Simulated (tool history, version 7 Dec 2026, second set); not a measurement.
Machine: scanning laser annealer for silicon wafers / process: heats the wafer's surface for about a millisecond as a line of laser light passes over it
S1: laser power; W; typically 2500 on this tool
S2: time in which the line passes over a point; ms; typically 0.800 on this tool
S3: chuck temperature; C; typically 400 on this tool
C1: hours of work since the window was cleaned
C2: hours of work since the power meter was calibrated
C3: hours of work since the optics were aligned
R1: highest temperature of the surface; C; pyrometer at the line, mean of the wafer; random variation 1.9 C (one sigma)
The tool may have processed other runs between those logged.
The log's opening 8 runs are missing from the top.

run    hour    S1     S2   S3   C1    C2    C3    R1
  9   280.4  2500  0.800  400  300   786   822  1195
 10   327.0  2500  0.800  400  323   808   844  1192
 11   380.5  2500  0.800  400  348   834   869  1195
 12   434.0  2500  0.800  400  373   859   895  1194
 13   456.6  2500  0.742  400  384   870   905  1162
 14   479.1  2500  0.800  400  395   880   916  1195
 15   506.3  2500  0.587  400  408   893   929  1084
 16   548.0  2500  0.800  400  427   913   949  1192
 17   598.2  2500  0.933  383  451   937   973  1240
 18   650.3  2500  0.933  383  476   961   997  1239
 19   695.7  2207  0.933  423  497   983  1019  1152
 20   746.3  2711  0.800  422  521  1007  1043  1303
 21   795.3  2711  0.723  422  545  1030  1066  1263
 22   841.8  2711  0.723  422  567  1052  1088  1258
 23   873.5  2711  0.723  422  582  1067  1103  1261
 24   910.1  2239  0.635  400  599  1085  1121  1015
      931.7  -- optics aligned, line set to its width
 25   969.0  2308  0.655  386  625  1110    18  1037
 26  1010.0  2308  0.655  386  644  1130    37  1039
 27  1033.0  2723  0.874  370  655  1141    48  1295
 28  1076.0  2500  0.915  419  675  1161    68  1267
 29  1104.2  2641  0.800  409  689  1174    82  1261
 30  1133.1  2500  0.638  381  702  1188    96  1095
 31  1155.9  2305  0.619  381  713  1199   106  1017

Here are 3 independent what-if runs from the current tool condition. What would each one return?
  A  1181.1  2562  0.619  368  725  1211  118   ?
  B  1181.1  2545  0.603  430  725  1211  118   ?
  C  1181.1  2565  0.619  381  725  1211  118   ?

run    R1
  A  1090
  B  1141
  C  1104
With no hidden state in the tool, these same runs would have given:
run    R1
  A  1092
  B  1142
  C  1105
